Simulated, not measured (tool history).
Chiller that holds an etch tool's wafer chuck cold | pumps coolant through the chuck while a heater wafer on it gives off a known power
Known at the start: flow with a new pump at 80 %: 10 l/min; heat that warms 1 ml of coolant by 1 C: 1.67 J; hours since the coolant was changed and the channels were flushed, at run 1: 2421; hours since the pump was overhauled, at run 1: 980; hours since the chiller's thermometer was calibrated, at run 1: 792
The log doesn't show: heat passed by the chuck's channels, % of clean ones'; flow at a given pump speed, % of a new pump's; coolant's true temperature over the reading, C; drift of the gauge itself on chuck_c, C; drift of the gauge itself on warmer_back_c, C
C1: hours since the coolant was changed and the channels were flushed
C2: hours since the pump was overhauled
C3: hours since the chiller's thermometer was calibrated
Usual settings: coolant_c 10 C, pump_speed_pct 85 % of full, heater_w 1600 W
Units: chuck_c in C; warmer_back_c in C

run 1 hour=0 | coolant_c=10 pump_speed_pct=85 heater_w=1600 | C1=2421 C2=980 C3=792 | chuck_c=30.6 warmer_back_c=5.55
run 2 hour=12.8 | coolant_c=10 pump_speed_pct=85 heater_w=1600 | C1=2434 C2=993 C3=805 | chuck_c=30.6 warmer_back_c=5.5
run 3 hour=41.3 | coolant_c=10 pump_speed_pct=85 heater_w=1600 | C1=2463 C2=1021 C3=833 | chuck_c=30.6 warmer_back_c=5.59
run 4 hour=58.4 | coolant_c=10 pump_speed_pct=85 heater_w=1600 | C1=2480 C2=1038 C3=850 | chuck_c=30.6 warmer_back_c=5.51
run 5 hour=87.7 | coolant_c=10 pump_speed_pct=85 heater_w=1600 | C1=2509 C2=1068 C3=880 | chuck_c=30.7 warmer_back_c=5.49
run 6 hour=114.1 | coolant_c=10 pump_speed_pct=85 heater_w=1600 | C1=2536 C2=1094 C3=906 | chuck_c=30.7 warmer_back_c=5.54
run 7 hour=130.9 | coolant_c=10 pump_speed_pct=67 heater_w=1600 | C1=2552 C2=1111 C3=923 | chuck_c=35.3 warmer_back_c=6.95
run 8 hour=149.2 | coolant_c=1 pump_speed_pct=85 heater_w=1600 | C1=2571 C2=1129 C3=941 | chuck_c=21.8 warmer_back_c=5.54
run 9 hour=177.9 | coolant_c=1 pump_speed_pct=85 heater_w=1600 | C1=2599 C2=1158 C3=970 | chuck_c=21.9 warmer_back_c=5.51
run 10 hour=191.8 | coolant_c=1 pump_speed_pct=85 heater_w=1600 | C1=2613 C2=1172 C3=984 | chuck_c=21.9 warmer_back_c=5.56
run 11 hour=205.4 | coolant_c=1 pump_speed_pct=85 heater_w=1600 | C1=2627 C2=1186 C3=997 | chuck_c=21.9 warmer_back_c=5.55
run 12 hour=223.2 | coolant_c=1 pump_speed_pct=85 heater_w=1600 | C1=2645 C2=1203 C3=1015 | chuck_c=22.1 warmer_back_c=5.59
run 13 hour=239.9 | coolant_c=1 pump_speed_pct=85 heater_w=1600 | C1=2661 C2=1220 C3=1032 | chuck_c=22.2 warmer_back_c=5.55
run 14 hour=264.7 | coolant_c=19 pump_speed_pct=85 heater_w=1600 | C1=2686 C2=1245 C3=1057 | chuck_c=39.9 warmer_back_c=5.54
run 15 hour=280.9 | coolant_c=16 pump_speed_pct=85 heater_w=1600 | C1=2702 C2=1261 C3=1073 | chuck_c=37.1 warmer_back_c=5.57
run 16 hour=306.6 | coolant_c=16 pump_speed_pct=85 heater_w=1600 | C1=2728 C2=1287 C3=1099 | chuck_c=37 warmer_back_c=5.52
run 17 hour=329.3 | coolant_c=20 pump_speed_pct=85 heater_w=1023 | C1=2751 C2=1309 C3=1121 | chuck_c=33.8 warmer_back_c=3.58
run 18 hour=349.9 | coolant_c=4 pump_speed_pct=85 heater_w=832 | C1=2771 C2=1330 C3=1142 | chuck_c=15.3 warmer_back_c=2.92
run 19 hour=373 | coolant_c=4 pump_speed_pct=85 heater_w=1221 | C1=2794 C2=1353 C3=1165 | chuck_c=20.3 warmer_back_c=4.25
run 20 hour=397.5 | coolant_c=18 pump_speed_pct=85 heater_w=1600 | C1=2819 C2=1378 C3=1189 | chuck_c=39.5 warmer_back_c=5.56
run 21 hour=426.5 | coolant_c=3 pump_speed_pct=69 heater_w=1416 | C1=2848 C2=1407 C3=1219 | chuck_c=25.5 warmer_back_c=5.99
run 22 hour=443.7 | coolant_c=4 pump_speed_pct=69 heater_w=1234 | C1=2865 C2=1424 C3=1236 | chuck_c=23.7 warmer_back_c=5.22
run 23 hour=465.3 | coolant_c=4 pump_speed_pct=69 heater_w=1234 | C1=2887 C2=1445 C3=1257 | chuck_c=23.6 warmer_back_c=5.22
run 24 hour=478.3 | coolant_c=18 pump_speed_pct=63 heater_w=818 | C1=2900 C2=1458 C3=1270 | chuck_c=32.2 warmer_back_c=3.77
run 25 hour=506.8 | coolant_c=18 pump_speed_pct=63 heater_w=818 | C1=2928 C2=1487 C3=1299 | chuck_c=32.2 warmer_back_c=3.79
run 26 hour=534.6 | coolant_c=12 pump_speed_pct=79 heater_w=1600 | C1=2956 C2=1515 C3=1327 | chuck_c=34.9 warmer_back_c=5.97
run 27 hour=555.7 | coolant_c=12 pump_speed_pct=79 heater_w=1600 | C1=2977 C2=1536 C3=1348 | chuck_c=35 warmer_back_c=6.04
run 28 hour=583.8 | coolant_c=12 pump_speed_pct=79 heater_w=1600 | C1=3005 C2=1564 C3=1376 | chuck_c=35 warmer_back_c=5.96
run 29 hour=611 | coolant_c=4 pump_speed_pct=85 heater_w=2318 | C1=3032 C2=1591 C3=1403 | chuck_c=35.4 warmer_back_c=8.07
run 30 hour=638.6 | coolant_c=9 pump_speed_pct=85 heater_w=2186 | C1=3060 C2=1619 C3=1431 | chuck_c=38.8 warmer_back_c=7.62
run 31 hour=659.6 | coolant_c=11 pump_speed_pct=83 heater_w=1600 | C1=3081 C2=1640 C3=1452 | chuck_c=33.1 warmer_back_c=5.75
run 32 hour=687.8 | coolant_c=11 pump_speed_pct=83 heater_w=1600 | C1=3109 C2=1668 C3=1480 | chuck_c=33.3 warmer_back_c=5.71

Forecast each of these 3 alternatives for the next run:
run A hour=713 | coolant_c=6 pump_speed_pct=97 heater_w=2054 | C1=3134 C2=1693 C3=1505 | chuck_c=? warmer_back_c=?
run B hour=713 | coolant_c=3 pump_speed_pct=65 heater_w=1888 | C1=3134 C2=1693 C3=1505 | chuck_c=? warmer_back_c=?
run C hour=713 | coolant_c=11 pump_speed_pct=86 heater_w=1600 | C1=3134 C2=1693 C3=1505 | chuck_c=? warmer_back_c=?

run=A chuck_c=31.1 warmer_back_c=6.32
run=B chuck_c=35.1 warmer_back_c=8.54
run=C chuck_c=32.7 warmer_back_c=5.54
Without the tool's hidden state the same runs would have given:
run=A chuck_c=26.1 warmer_back_c=6.11
run=B chuck_c=28.9 warmer_back_c=8.25
run=C chuck_c=28.4 warmer_back_c=5.36

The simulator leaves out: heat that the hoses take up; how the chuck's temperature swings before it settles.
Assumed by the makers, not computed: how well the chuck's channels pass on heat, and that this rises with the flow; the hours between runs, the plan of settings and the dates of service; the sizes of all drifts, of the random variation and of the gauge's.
